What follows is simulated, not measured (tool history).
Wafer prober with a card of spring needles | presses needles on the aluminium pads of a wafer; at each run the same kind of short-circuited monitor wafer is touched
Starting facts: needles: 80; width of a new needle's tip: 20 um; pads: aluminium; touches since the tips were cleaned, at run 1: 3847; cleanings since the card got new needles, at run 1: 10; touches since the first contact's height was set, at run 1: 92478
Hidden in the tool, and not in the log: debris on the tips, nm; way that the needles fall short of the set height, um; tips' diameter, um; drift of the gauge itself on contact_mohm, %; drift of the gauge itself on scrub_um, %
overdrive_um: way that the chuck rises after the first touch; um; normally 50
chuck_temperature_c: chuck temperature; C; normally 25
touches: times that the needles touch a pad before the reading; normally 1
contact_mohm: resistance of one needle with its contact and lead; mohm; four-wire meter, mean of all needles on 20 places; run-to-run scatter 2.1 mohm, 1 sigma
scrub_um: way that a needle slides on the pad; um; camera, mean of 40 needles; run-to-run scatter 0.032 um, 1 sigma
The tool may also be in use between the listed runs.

| run | hour | overdrive_um | chuck_temperature_c | touches | touches since the tips were cleaned | cleanings since the card got new needles | touches since the first contact's height was set | contact_mohm | scrub_um |
|---|---|---|---|---|---|---|---|---|---|
| 1 | 0.0 | 50 | 25 | 1 | 3847 | 10 | 92478 | 439 | 10.55 |
| 2 | 6.2 | 50 | 25 | 1 | 5984 | 10 | 94615 | 498 | 10.57 |
|  | 10.4 | tips cleaned on abrasive film |
| 3 | 15.6 | 50 | 25 | 1 | 1791 | 11 | 97827 | 387 | 10.51 |
| 4 | 25.4 | 50 | 25 | 1 | 5171 | 11 | 101207 | 502 | 10.54 |
|  | 32.3 | tips cleaned on abrasive film |
| 5 | 34.6 | 50 | 25 | 1 | 793 | 12 | 104350 | 323 | 10.52 |
| 6 | 44.8 | 50 | 25 | 1 | 4283 | 12 | 107840 | 492 | 10.57 |
|  | 53.9 | tips cleaned on abrasive film |
| 7 | 56.6 | 50 | 25 | 1 | 928 | 13 | 111892 | 341 | 10.46 |
| 8 | 62.1 | 50 | 25 | 1 | 2804 | 13 | 113768 | 440 | 10.46 |
| 9 | 72.2 | 50 | 25 | 1 | 6294 | 13 | 117258 | 543 | 10.49 |
|  | 76.2 | tips cleaned on abrasive film |
| 10 | 84.1 | 50 | 25 | 1 | 2692 | 14 | 121310 | 426 | 10.41 |
| 11 | 89.9 | 50 | 25 | 1 | 4695 | 14 | 123313 | 500 | 10.51 |
|  | 98.4 | tips cleaned on abrasive film |
| 12 | 101.3 | 50 | 25 | 1 | 1027 | 15 | 127232 | 340 | 10.43 |
| 13 | 109.1 | 50 | 25 | 1 | 3706 | 15 | 129911 | 468 | 10.41 |
| 14 | 116.4 | 50 | 25 | 1 | 6225 | 15 | 132430 | 527 | 10.41 |
|  | 120.4 | tips cleaned on abrasive film |
| 15 | 128.5 | 50 | 25 | 1 | 2775 | 16 | 136551 | 441 | 10.43 |
| 16 | 135.4 | 50 | 25 | 1 | 5161 | 16 | 138937 | 522 | 10.38 |
|  | 142.5 | tips cleaned on abrasive film |
| 17 | 146.5 | 50 | 25 | 1 | 1396 | 17 | 142738 | 369 | 10.38 |
| 18 | 153.0 | 50 | 25 | 1 | 3624 | 17 | 144966 | 472 | 10.39 |
| 19 | 158.1 | 66 | 25 | 2 | 5384 | 17 | 146726 | 338 | 13.81 |
|  | 159.0 | height of the first contact set anew |
| 20 | 163.2 | 43 | 105 | 2 | 7040 | 17 | 1442 | 501 | 8.58 |
|  | 164.8 | tips cleaned on abrasive film |
| 21 | 173.7 | 43 | 105 | 2 | 3071 | 18 | 5036 | 432 | 8.59 |
| 22 | 179.9 | 39 | 52 | 1 | 5196 | 18 | 7161 | 727 | 7.68 |
|  | 187.0 | tips cleaned on abrasive film |
| 23 | 187.7 | 50 | 85 | 3 | 255 | 19 | 9833 | 275 | 10.08 |
| 24 | 194.5 | 47 | 85 | 2 | 2565 | 19 | 12143 | 391 | 9.43 |
|  | 197.1 | height of the first contact set anew, once more |
| 25 | 202.7 | 47 | 85 | 2 | 5308 | 19 | 1930 | 419 | 10.18 |
|  | 209.2 | tips cleaned on abrasive film |
| 26 | 209.9 | 47 | 52 | 2 | 220 | 20 | 4369 | 281 | 10.18 |
| 27 | 216.4 | 46 | 96 | 2 | 2455 | 20 | 6604 | 376 | 9.93 |
| 28 | 223.6 | 46 | 117 | 2 | 4959 | 20 | 9108 | 427 | 9.94 |
|  | 231.3 | tips cleaned on abrasive film |
| 29 | 235.1 | 46 | 117 | 2 | 1328 | 21 | 13031 | 340 | 9.96 |
| 30 | 246.6 | 46 | 37 | 1 | 5269 | 21 | 16972 | 550 | 9.91 |
| 31 | 252.3 | 66 | 37 | 1 | 7266 | 21 | 18969 | 416 | 14.21 |
|  | 253.4 | tips cleaned on abrasive film |
| 32 | 257.4 | 66 | 37 | 1 | 1387 | 22 | 20676 | 304 | 14.29 |
| 33 | 266.8 | 41 | 32 | 1 | 4633 | 22 | 23922 | 614 | 8.77 |
|  | 275.5 | tips cleaned on abrasive film |
| 34 | 277.2 | 50 | 58 | 2 | 597 | 23 | 27462 | 287 | 10.75 |

For some of the steps in contact_mohm from one run to the next: how much would appear even if the tool had no hidden state, given the settings, what came in and random variation, and how much remains for the hidden state plus any gauge scatter that the measured result and the result without hidden state don't share?
Run 21 -> 22: overdrive_um 43 -> 39, chuck_temperature_c 105 -> 52, touches 2 -> 1. contact_mohm +295 mohm: hidden state +309, all else -14.
Run 22 -> 23: overdrive_um 39 -> 50, chuck_temperature_c 52 -> 85, touches 1 -> 3, tips cleaned on abrasive film. contact_mohm -452 mohm: hidden state -455, all else +3.
Run 32 -> 33: overdrive_um 66 -> 41, chuck_temperature_c 37 -> 32. contact_mohm +310 mohm: hidden state +301, all else +9.
Run 33 -> 34: overdrive_um 41 -> 50, chuck_temperature_c 32 -> 58, touches 1 -> 2, tips cleaned on abrasive film. contact_mohm -327 mohm: hidden state -327, all else +0.
